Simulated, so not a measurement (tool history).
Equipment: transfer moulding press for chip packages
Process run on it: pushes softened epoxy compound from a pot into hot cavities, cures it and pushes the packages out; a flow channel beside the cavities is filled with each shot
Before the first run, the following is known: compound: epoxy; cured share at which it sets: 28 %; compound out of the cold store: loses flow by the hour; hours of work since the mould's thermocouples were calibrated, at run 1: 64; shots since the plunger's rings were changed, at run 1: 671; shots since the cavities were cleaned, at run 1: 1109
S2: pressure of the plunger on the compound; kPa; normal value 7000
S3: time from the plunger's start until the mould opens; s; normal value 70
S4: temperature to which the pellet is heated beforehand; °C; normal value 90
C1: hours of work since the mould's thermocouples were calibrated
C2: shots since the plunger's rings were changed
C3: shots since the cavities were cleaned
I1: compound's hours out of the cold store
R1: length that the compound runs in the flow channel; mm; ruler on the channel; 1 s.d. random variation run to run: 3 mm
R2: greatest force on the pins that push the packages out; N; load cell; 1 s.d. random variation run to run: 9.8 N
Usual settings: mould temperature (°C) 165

{"run": 1, "hour": 0.0, "mould temperature (°C)": 165, "S2": 7000, "S3": 70, "S4": 90, "C1": 64, "C2": 671, "C3": 1109, "I1": 24.6, "R1": 598, "R2": 792}
{"hour": 2.7, "done": "cavities cleaned with cleaning compound and waxed"}
{"run": 2, "hour": 9.8, "mould temperature (°C)": 165, "S2": 6820, "S3": 70, "S4": 90, "C1": 69, "C2": 787, "C3": 100, "I1": 11.6, "R1": 619, "R2": 530}
{"run": 3, "hour": 16.6, "mould temperature (°C)": 165, "S2": 6820, "S3": 70, "S4": 90, "C1": 74, "C2": 883, "C3": 196, "I1": 42.6, "R1": 557, "R2": 606}
{"run": 4, "hour": 20.4, "mould temperature (°C)": 165, "S2": 6820, "S3": 70, "S4": 90, "C1": 76, "C2": 937, "C3": 250, "I1": 29.9, "R1": 574, "R2": 654}
{"run": 5, "hour": 26.1, "mould temperature (°C)": 165, "S2": 7000, "S3": 70, "S4": 90, "C1": 80, "C2": 1016, "C3": 329, "I1": 46.7, "R1": 556, "R2": 689}
{"run": 6, "hour": 31.7, "mould temperature (°C)": 165, "S2": 7000, "S3": 70, "S4": 90, "C1": 84, "C2": 1094, "C3": 407, "I1": 24.2, "R1": 594, "R2": 710}
{"run": 7, "hour": 40.1, "mould temperature (°C)": 165, "S2": 7000, "S3": 70, "S4": 90, "C1": 89, "C2": 1213, "C3": 526, "I1": 23.9, "R1": 596, "R2": 721}
{"run": 8, "hour": 44.9, "mould temperature (°C)": 165, "S2": 7000, "S3": 70, "S4": 90, "C1": 93, "C2": 1280, "C3": 593, "I1": 44.2, "R1": 559, "R2": 724}
{"run": 9, "hour": 54.0, "mould temperature (°C)": 165, "S2": 7000, "S3": 86, "S4": 90, "C1": 99, "C2": 1408, "C3": 721, "I1": 13.4, "R1": 609, "R2": 702}
{"run": 10, "hour": 62.8, "mould temperature (°C)": 168, "S2": 7000, "S3": 70, "S4": 90, "C1": 104, "C2": 1531, "C3": 844, "I1": 13.2, "R1": 605, "R2": 745}
{"run": 11, "hour": 69.5, "mould temperature (°C)": 168, "S2": 7000, "S3": 70, "S4": 84, "C1": 109, "C2": 1625, "C3": 938, "I1": 15.5, "R1": 599, "R2": 744}
{"run": 12, "hour": 74.0, "mould temperature (°C)": 165, "S2": 7000, "S3": 70, "S4": 90, "C1": 112, "C2": 1688, "C3": 1001, "I1": 32.3, "R1": 571, "R2": 817}
{"run": 13, "hour": 80.9, "mould temperature (°C)": 165, "S2": 7000, "S3": 70, "S4": 90, "C1": 117, "C2": 1785, "C3": 1098, "I1": 31.8, "R1": 571, "R2": 789}
{"hour": 84.6, "done": "cavities cleaned with cleaning compound and waxed"}
{"run": 14, "hour": 89.1, "mould temperature (°C)": 171, "S2": 7000, "S3": 70, "S4": 90, "C1": 121, "C2": 1878, "C3": 62, "I1": 47.7, "R1": 533, "R2": 481}
{"hour": 91.8, "done": "mould's thermocouples calibrated"}
{"run": 15, "hour": 95.7, "mould temperature (°C)": 171, "S2": 7000, "S3": 70, "S4": 90, "C1": 3, "C2": 1943, "C3": 127, "I1": 40.9, "R1": 547, "R2": 515}
{"run": 16, "hour": 104.1, "mould temperature (°C)": 165, "S2": 7000, "S3": 103, "S4": 83, "C1": 8, "C2": 2062, "C3": 246, "I1": 45.3, "R1": 554, "R2": 559}
{"run": 17, "hour": 111.7, "mould temperature (°C)": 165, "S2": 7000, "S3": 103, "S4": 83, "C1": 13, "C2": 2168, "C3": 352, "I1": 42.5, "R1": 560, "R2": 618}
{"run": 18, "hour": 118.9, "mould temperature (°C)": 165, "S2": 7000, "S3": 103, "S4": 94, "C1": 18, "C2": 2269, "C3": 453, "I1": 8.0, "R1": 608, "R2": 683}
{"run": 19, "hour": 126.5, "mould temperature (°C)": 164, "S2": 7460, "S3": 103, "S4": 83, "C1": 23, "C2": 2376, "C3": 560, "I1": 31.5, "R1": 597, "R2": 706}
{"run": 20, "hour": 132.2, "mould temperature (°C)": 158, "S2": 5570, "S3": 64, "S4": 100, "C1": 27, "C2": 2456, "C3": 640, "I1": 19.8, "R1": 544, "R2": 1154}
{"hour": 139.9, "done": "mould's thermocouples calibrated, once more"}
{"run": 21, "hour": 143.5, "mould temperature (°C)": 165, "S2": 7440, "S3": 70, "S4": 84, "C1": 2, "C2": 2586, "C3": 770, "I1": 34.0, "R1": 592, "R2": 784}
{"run": 22, "hour": 148.4, "mould temperature (°C)": 165, "S2": 7000, "S3": 70, "S4": 87, "C1": 6, "C2": 2655, "C3": 839, "I1": 14.5, "R1": 603, "R2": 792}
{"run": 23, "hour": 155.3, "mould temperature (°C)": 170, "S2": 7000, "S3": 70, "S4": 90, "C1": 10, "C2": 2752, "C3": 936, "I1": 23.2, "R1": 575, "R2": 745}
{"run": 24, "hour": 159.3, "mould temperature (°C)": 165, "S2": 7000, "S3": 67, "S4": 98, "C1": 13, "C2": 2808, "C3": 992, "I1": 21.2, "R1": 586, "R2": 829}
{"run": 25, "hour": 164.9, "mould temperature (°C)": 171, "S2": 7750, "S3": 70, "S4": 88, "C1": 17, "C2": 2886, "C3": 1070, "I1": 23.0, "R1": 598, "R2": 724}
{"hour": 170.5, "done": "cavities cleaned with cleaning compound and waxed"}
{"run": 26, "hour": 172.8, "mould temperature (°C)": 161, "S2": 7750, "S3": 70, "S4": 98, "C1": 21, "C2": 2977, "C3": 34, "I1": 8.3, "R1": 655, "R2": 547}
{"run": 27, "hour": 180.3, "mould temperature (°C)": 161, "S2": 7750, "S3": 70, "S4": 98, "C1": 26, "C2": 3082, "C3": 139, "I1": 12.2, "R1": 646, "R2": 671}
{"run": 28, "hour": 189.0, "mould temperature (°C)": 161, "S2": 7750, "S3": 70, "S4": 98, "C1": 32, "C2": 3203, "C3": 260, "I1": 22.3, "R1": 625, "R2": 755}

Each run again, without the hidden state but with its own random variation kept:
What the log doesn't record here: true mould temperature over the reading, C; pressure that reaches the compound, % of what is set; grip of the stained cavities, % over clean ones'; drift of the gauge itself on flow_mm, %; drift of the gauge itself on push_out_n, %.
run=1 R1=607 R2=447
run=2 R1=629 R2=438
run=3 R1=566 R2=449
run=4 R1=584 R2=464
run=5 R1=567 R2=465
run=6 R1=606 R2=456
run=7 R1=609 R2=445
run=8 R1=571 R2=439
run=9 R1=624 R2=410
run=10 R1=620 R2=429
run=11 R1=615 R2=427
run=12 R1=587 R2=466
run=13 R1=588 R2=446
run=14 R1=549 R2=419
run=15 R1=564 R2=410
run=16 R1=573 R2=395
run=17 R1=579 R2=407
run=18 R1=630 R2=429
run=19 R1=619 R2=429
run=20 R1=566 R2=732
run=21 R1=613 R2=455
run=22 R1=625 R2=454
run=23 R1=597 R2=425
run=24 R1=609 R2=467
run=25 R1=621 R2=409
run=26 R1=682 R2=504
run=27 R1=674 R2=530
run=28 R1=652 R2=530
